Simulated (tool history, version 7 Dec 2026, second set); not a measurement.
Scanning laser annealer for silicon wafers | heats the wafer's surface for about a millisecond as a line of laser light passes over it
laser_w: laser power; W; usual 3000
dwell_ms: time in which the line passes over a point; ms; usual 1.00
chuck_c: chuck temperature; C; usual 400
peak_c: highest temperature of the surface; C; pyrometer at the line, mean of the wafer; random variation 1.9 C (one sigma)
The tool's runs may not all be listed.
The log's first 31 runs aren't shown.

run	hour	laser_w	dwell_ms	chuck_c	peak_c
32	463.3	2649	0.74	373	902
33	477.3	2649	0.74	373	904
34	492.0	2649	0.74	373	904
35	501.5	2714	0.74	436	980
36	520.2	3168	1.07	400	1188
# hour 533.9: window over the wafer cleaned
37	534.0	3046	0.84	424	1088
38	542.6	3046	0.84	424	1088
39	559.9	3046	0.84	424	1089
40	578.7	2582	0.84	424	971

Forecast each of these 3 alternatives for the next run:
A	587.2	2897	1.00	424	?
B	587.2	2582	0.84	423	?
C	587.2	2626	1.06	383	?

run	peak_c
A	1112
B	971
C	1014
Without the tool's hidden state the same runs would have given:
run	peak_c
A	1112
B	971
C	1014
